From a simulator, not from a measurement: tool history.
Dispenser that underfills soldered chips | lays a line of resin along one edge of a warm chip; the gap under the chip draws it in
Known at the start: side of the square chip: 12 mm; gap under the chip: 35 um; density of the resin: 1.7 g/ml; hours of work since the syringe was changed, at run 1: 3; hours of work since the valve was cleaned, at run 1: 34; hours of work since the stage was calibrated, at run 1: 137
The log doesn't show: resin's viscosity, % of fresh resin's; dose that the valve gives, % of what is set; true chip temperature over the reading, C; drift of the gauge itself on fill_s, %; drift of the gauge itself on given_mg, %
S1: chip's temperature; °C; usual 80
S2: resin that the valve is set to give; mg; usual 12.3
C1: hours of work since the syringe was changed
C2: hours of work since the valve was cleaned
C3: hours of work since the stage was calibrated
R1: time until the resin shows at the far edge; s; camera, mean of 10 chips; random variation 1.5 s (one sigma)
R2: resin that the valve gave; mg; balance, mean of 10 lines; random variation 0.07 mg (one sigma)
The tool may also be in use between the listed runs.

run,hour,S1,S2,C1,C2,C3,R1,R2
1,0.0,80,12.3,3,34,137,160.3,11.91
# hour 4.5: new syringe of resin
2,6.9,80,12.3,2,39,142,152.7,11.89
# hour 14.3: new syringe of resin
3,21.5,91,12.3,5,48,151,114.0,11.64
# hour 24.4: new syringe of resin
4,28.6,91,12.3,3,52,155,102.7,11.78
# hour 33.9: new syringe of resin
5,36.5,91,12.3,2,57,160,97.0,11.75
# hour 44.1: new syringe of resin
6,45.8,91,12.3,1,62,165,96.4,11.66
# hour 53.3: new syringe of resin
7,55.8,91,12.3,2,69,172,102.7,11.48
# hour 63.0: new syringe of resin
# hour 65.4: dispensing valve cleaned and set on the balance
8,67.1,65,12.3,2,1,178,274.5,12.32
# hour 73.2: new syringe of resin
9,80.0,80,12.3,4,9,186,166.8,12.20
# hour 82.3: new syringe of resin
10,88.2,80,12.5,4,14,191,169.1,12.31
# hour 91.9: new syringe of resin
11,98.9,80,12.5,4,21,197,170.0,12.33
# hour 100.9: new syringe of resin
12,106.0,80,12.5,3,25,202,160.2,12.25
# hour 110.0: new syringe of resin
# hour 119.9: new syringe of resin
13,121.3,80,12.3,1,34,211,146.8,11.98
# hour 129.2: new syringe of resin
14,130.5,81,12.3,1,40,217,141.3,11.82
15,136.8,81,12.3,5,44,221,166.4,11.91
# hour 138.2: new syringe of resin
16,145.9,81,12.3,5,49,226,167.5,11.69
# hour 147.7: new syringe of resin
17,153.0,81,12.3,3,54,230,155.4,11.83
# hour 157.3: new syringe of resin
18,165.0,77,13.6,5,61,238,186.5,12.89
# hour 167.0: new syringe of resin
# hour 176.4: new syringe of resin
19,177.6,77,13.6,1,69,245,159.7,12.95
20,183.8,77,14.8,5,73,249,188.5,13.94
# hour 186.5: new syringe of resin
# hour 187.5: dispensing valve cleaned and set on the balance
21,194.8,82,15.6,5,5,255,152.3,15.60
# hour 196.9: new syringe of resin
# hour 206.1: new syringe of resin
22,210.2,82,15.6,3,14,265,139.1,15.48
# hour 216.0: new syringe of resin
23,223.9,82,14.4,5,22,273,156.3,14.08
# hour 225.1: new syringe of resin
# hour 234.6: new syringe of resin
24,239.1,82,14.4,3,32,283,141.8,14.06
# hour 243.7: new syringe of resin
25,249.6,69,14.6,4,38,289,247.7,14.03
# hour 253.8: new syringe of resin
26,256.3,69,14.6,2,42,293,224.6,14.12
# hour 263.1: new syringe of resin
27,270.6,76,12.3,5,51,302,199.5,11.78
# hour 272.3: new syringe of resin
# hour 281.8: new syringe of resin
28,286.2,78,15.5,3,60,311,168.3,14.79
# hour 291.3: new syringe of resin
29,297.6,66,10.6,4,68,318,311.5,9.99
# hour 300.6: new syringe of resin
# hour 308.8: dispensing valve cleaned and set on the balance
30,308.8,72,12.9,5,0,325,222.7,13.00
# hour 311.1: new syringe of resin
# hour 320.9: new syringe of resin
31,320.9,72,12.9,0,7,332,187.8,12.89
32,329.5,71,12.3,5,13,337,247.7,12.23
# hour 330.8: new syringe of resin
# hour 339.9: new syringe of resin
33,344.2,71,12.3,3,22,346,218.5,12.23
# hour 348.9: new syringe of resin
34,351.5,71,14.4,2,26,351,206.1,14.13

Measured less the same run without the tool's hidden state. The same run-to-run variation is in both; the gauge's scatter may not be:
run,R1,R2
1,+17.1,-0.37
2,+7.4,-0.42
3,+20.1,-0.51
4,+9.9,-0.56
5,+5.3,-0.61
6,+2.1,-0.65
7,+7.4,-0.71
8,+16.9,+0.01
9,+23.7,-0.08
10,+22.3,-0.13
11,+26.3,-0.20
12,+16.3,-0.25
13,+3.2,-0.33
14,+5.6,-0.38
15,+30.2,-0.43
16,+30.6,-0.48
17,+15.1,-0.53
18,+30.2,-0.66
19,+2.8,-0.74
20,+29.7,-0.86
21,+23.8,-0.06
22,+10.6,-0.17
23,+26.8,-0.27
24,+10.7,-0.37
25,+27.7,-0.45
26,+5.3,-0.49
27,+32.2,-0.50
28,+16.8,-0.75
29,+44.5,-0.56
30,+30.3,+0.01
31,-6.5,-0.07
32,+41.1,-0.11
33,+13.0,-0.21
34,+6.3,-0.30
